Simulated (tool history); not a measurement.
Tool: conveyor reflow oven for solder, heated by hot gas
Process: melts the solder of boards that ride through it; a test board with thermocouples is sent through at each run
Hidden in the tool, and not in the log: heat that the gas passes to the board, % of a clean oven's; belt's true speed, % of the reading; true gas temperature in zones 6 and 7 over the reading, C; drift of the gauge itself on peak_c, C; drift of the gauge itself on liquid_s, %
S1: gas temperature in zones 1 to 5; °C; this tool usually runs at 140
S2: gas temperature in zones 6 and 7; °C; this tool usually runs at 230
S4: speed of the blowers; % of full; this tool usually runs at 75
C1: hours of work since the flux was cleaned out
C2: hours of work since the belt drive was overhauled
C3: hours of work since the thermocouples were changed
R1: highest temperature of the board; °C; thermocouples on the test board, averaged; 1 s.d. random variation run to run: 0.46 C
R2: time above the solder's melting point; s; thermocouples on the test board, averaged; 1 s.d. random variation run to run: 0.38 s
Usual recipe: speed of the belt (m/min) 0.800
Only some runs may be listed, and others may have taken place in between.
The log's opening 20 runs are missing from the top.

run 21 day=5.604 | S1=140 S2=223 speed_of_the_belt_(m/min)=0.800 S4=75 | C1=258 C2=287 C3=219 | R1=208.8 R2=34.7
run 22 day=5.933 | S1=128 S2=220 speed_of_the_belt_(m/min)=0.880 S4=53 | C1=263 C2=293 C3=225 | R1=193.9 R2=15.8
run 23 day=6.179 | S1=140 S2=230 speed_of_the_belt_(m/min)=0.658 S4=75 | C1=268 C2=297 C3=229 | R1=219.3 R2=51.4
run 24 day=6.592 | S1=140 S2=230 speed_of_the_belt_(m/min)=0.658 S4=75 | C1=275 C2=304 C3=237 | R1=219.4 R2=50.7
run 25 day=6.888 | S1=140 S2=230 speed_of_the_belt_(m/min)=0.658 S4=75 | C1=280 C2=310 C3=242 | R1=219.1 R2=50.9
run 26 day=7.238 | S1=128 S2=218 speed_of_the_belt_(m/min)=0.857 S4=75 | C1=286 C2=316 C3=248 | R1=199.9 R2=22.2
run 27 day=7.408 | S1=140 S2=230 speed_of_the_belt_(m/min)=0.759 S4=75 | C1=289 C2=319 C3=251 | R1=215.1 R2=41.5
run 28 day=7.650 | S1=144 S2=226 speed_of_the_belt_(m/min)=0.743 S4=71 | C1=294 C2=323 C3=255 | R1=212.2 R2=41.6
run 29 day=7.879 | S1=144 S2=239 speed_of_the_belt_(m/min)=0.743 S4=71 | C1=298 C2=327 C3=259 | R1=223.9 R2=47.8
run 30 day=8.096 | S1=127 S2=218 speed_of_the_belt_(m/min)=0.800 S4=75 | C1=301 C2=331 C3=263 | R1=200.7 R2=26.5
run 31 day=8.300 | S1=141 S2=229 speed_of_the_belt_(m/min)=0.729 S4=86 | C1=305 C2=335 C3=267 | R1=216.8 R2=44.7

Alternative continuations, all from the tool just after run 31; predict every row:
run A day=8.538 | S1=141 S2=228 speed_of_the_belt_(m/min)=0.729 S4=50 | C1=309 C2=339 C3=271 | R1=? R2=?
run B day=8.538 | S1=152 S2=230 speed_of_the_belt_(m/min)=0.674 S4=76 | C1=309 C2=339 C3=271 | R1=? R2=?
run C day=8.538 | S1=136 S2=219 speed_of_the_belt_(m/min)=0.729 S4=82 | C1=309 C2=339 C3=271 | R1=? R2=?
run D day=8.538 | S1=137 S2=223 speed_of_the_belt_(m/min)=0.729 S4=86 | C1=309 C2=339 C3=271 | R1=? R2=?

run=A R1=209.1 R2=38.3
run=B R1=219.5 R2=54.2
run=C R1=207.2 R2=37.6
run=D R1=211.3 R2=40.6
With the hidden condition removed and each run's random variation left untouched, the same runs would have given:
run=A R1=211.6 R2=40.3
run=B R1=222.0 R2=55.4
run=C R1=210.0 R2=40.2
run=D R1=214.2 R2=42.7
